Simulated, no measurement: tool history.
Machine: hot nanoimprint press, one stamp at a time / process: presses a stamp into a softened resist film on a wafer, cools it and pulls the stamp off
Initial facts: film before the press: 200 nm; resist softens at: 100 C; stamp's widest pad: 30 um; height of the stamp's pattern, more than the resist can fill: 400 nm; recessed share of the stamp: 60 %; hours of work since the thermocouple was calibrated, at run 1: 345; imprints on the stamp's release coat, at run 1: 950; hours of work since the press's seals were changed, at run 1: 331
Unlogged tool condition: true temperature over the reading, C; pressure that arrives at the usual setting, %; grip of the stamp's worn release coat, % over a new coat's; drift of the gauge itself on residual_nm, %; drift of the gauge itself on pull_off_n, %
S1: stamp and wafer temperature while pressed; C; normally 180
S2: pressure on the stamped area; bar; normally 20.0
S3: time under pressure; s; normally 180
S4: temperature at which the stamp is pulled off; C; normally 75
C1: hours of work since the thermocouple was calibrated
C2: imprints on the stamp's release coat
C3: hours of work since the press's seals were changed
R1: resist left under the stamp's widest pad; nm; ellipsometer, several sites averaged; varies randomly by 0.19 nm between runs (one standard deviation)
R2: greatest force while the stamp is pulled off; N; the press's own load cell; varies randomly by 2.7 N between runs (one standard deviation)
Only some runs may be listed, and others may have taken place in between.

run,hour,S1,S2,S3,S4,C1,C2,C3,R1,R2
1,0.0,180,20.0,180,75,345,950,331,93.9,169
2,17.8,180,20.0,180,75,354,1007,340,93.2,171
3,29.9,180,20.0,119,75,360,1046,347,108.1,176
4,44.6,180,20.0,119,75,368,1093,354,108.1,174
5,67.8,180,20.0,119,75,380,1166,366,107.4,172
6,85.9,180,20.0,119,75,390,1224,376,107.4,174
7,98.5,180,20.0,170,75,396,1265,383,95.2,176
8,117.5,180,20.0,180,82,406,1325,392,93.4,141
9,141.3,180,20.0,180,82,419,1401,405,93.5,145
10,152.4,180,20.0,180,82,425,1436,411,93.0,145
11,172.5,180,20.0,180,82,435,1500,421,93.2,145
12,192.7,180,20.0,180,75,446,1565,432,93.0,191
# hour 197.3: plate thermocouple calibrated
13,219.7,180,20.0,180,75,12,1641,444,92.0,187
14,244.1,180,20.0,180,75,25,1719,457,92.2,184
15,256.4,180,20.0,180,75,31,1758,464,91.9,183
16,267.5,180,14.4,231,75,37,1794,469,97.3,190
17,281.4,179,20.0,180,61,44,1838,477,96.5,271
18,297.0,172,13.2,180,61,52,1888,485,146.3,280
19,314.8,172,13.2,180,61,62,1945,494,146.3,276
20,330.6,172,13.2,180,61,70,1995,503,146.4,281
# hour 335.8: plate thermocouple calibrated, once more
21,355.1,172,13.2,180,61,10,2063,514,153.8,288
22,378.9,179,20.0,180,75,23,2139,526,103.0,207
# hour 401.0: stamp cleaned and given a new release coat
23,406.3,170,30.1,312,62,34,17,538,109.0,210
# hour 434.5: press's hydraulic seals changed and the load cell set to zero
24,437.1,170,30.1,206,62,46,89,1,121.5,209
25,459.3,170,30.1,206,62,57,160,13,121.8,215
26,477.2,178,14.3,180,75,67,217,22,121.3,151
27,496.8,180,20.0,122,79,77,280,33,110.5,140
28,521.0,180,20.0,122,79,90,357,45,110.4,142
29,543.2,180,12.6,180,75,101,428,57,117.3,159
30,553.6,192,20.0,180,74,107,461,62,55.6,168

Here are 3 independent what-if runs from the current tool condition. What would each one return?
A,569.5,180,12.5,180,75,115,511,71,?,?
B,569.5,175,20.0,98,75,115,511,71,?,?
C,569.5,174,20.9,180,62,115,511,71,?,?

run,R1,R2
A,117.4,155
B,141.1,159
C,122.6,223
Stripped of hidden state, with their random variation kept, the same runs would have yielded:
run,R1,R2
A,117.8,143
B,141.4,146
C,122.9,205
